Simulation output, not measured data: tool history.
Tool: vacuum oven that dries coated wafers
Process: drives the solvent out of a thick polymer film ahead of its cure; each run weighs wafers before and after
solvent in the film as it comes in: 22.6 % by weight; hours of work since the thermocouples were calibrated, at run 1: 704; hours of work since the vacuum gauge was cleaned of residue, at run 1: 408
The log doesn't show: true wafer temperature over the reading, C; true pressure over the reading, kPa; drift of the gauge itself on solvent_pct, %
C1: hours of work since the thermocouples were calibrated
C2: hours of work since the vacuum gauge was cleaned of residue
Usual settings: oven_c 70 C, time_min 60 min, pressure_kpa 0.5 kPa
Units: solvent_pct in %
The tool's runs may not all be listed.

Run 1, hour 0: usual settings; C1 704; C2 408. Result: solvent_pct 3.67 %.
Run 2, hour 54.8: usual settings; C1 733; C2 437. Result: solvent_pct 3.62 %.
Run 3, hour 132.8: usual settings but pressure_kpa 0.399 kPa; C1 774; C2 479. Result: solvent_pct 3.64 %.
Run 4, hour 219.8: usual settings; C1 820; C2 525. Result: solvent_pct 3.63 %.
Run 5, hour 290.3: usual settings; C1 858; C2 562. Result: solvent_pct 3.64 %.
Run 6, hour 342.8: usual settings but time_min 35 min; C1 885; C2 590. Result: solvent_pct 7.1 %.
Run 7, hour 437.7: usual settings but pressure_kpa 1.54 kPa; C1 936; C2 640. Result: solvent_pct 4.05 %.
Run 8, hour 526.3: usual settings but oven_c 71 C, pressure_kpa 0.482 kPa; C1 983; C2 687. Result: solvent_pct 3.3 %.
Run 9, hour 631.1: usual settings but oven_c 71 C, time_min 99 min, pressure_kpa 1.121 kPa; C1 1038; C2 743. Result: solvent_pct 1.43 %.
Run 10, hour 748.5: usual settings but oven_c 71 C, time_min 85 min, pressure_kpa 1.121 kPa; C1 1100; C2 805. Result: solvent_pct 1.9 %.
Run 11, hour 840.5: usual settings but oven_c 68 C, time_min 35 min, pressure_kpa 0.576 kPa; C1 1149; C2 854. Result: solvent_pct 8.04 %.
At hour 928: oven's thermocouples calibrated.
Run 12, hour 956.5: usual settings but oven_c 68 C, time_min 35 min, pressure_kpa 0.576 kPa; C1 15; C2 914. Result: solvent_pct 7.89 %.
Run 13, hour 1046.2: usual settings but oven_c 62 C, time_min 47 min, pressure_kpa 0.576 kPa; C1 63; C2 961. Result: solvent_pct 8.59 %.
Run 14, hour 1147.8: usual settings but oven_c 81 C, time_min 47 min, pressure_kpa 0.576 kPa; C1 116; C2 1015. Result: solvent_pct 1.65 %.

Forecast each of these 3 alternatives for the next run:
Run A, hour 1211.7: usual settings but oven_c 66 C, time_min 87 min, pressure_kpa 1.728 kPa; C1 150; C2 1049. Result: solvent_pct ?.
Run B, hour 1211.7: usual settings but oven_c 56 C, time_min 99 min, pressure_kpa 1.138 kPa; C1 150; C2 1049. Result: solvent_pct ?.
Run C, hour 1211.7: usual settings but oven_c 74 C, time_min 91 min, pressure_kpa 0.372 kPa; C1 150; C2 1049. Result: solvent_pct ?.

run  solvent_pct
  A         3.65
  B         6.72
  C         0.81
Without the tool's hidden state the same runs would have given:
run  solvent_pct
  A         3.65
  B         6.71
  C         0.81
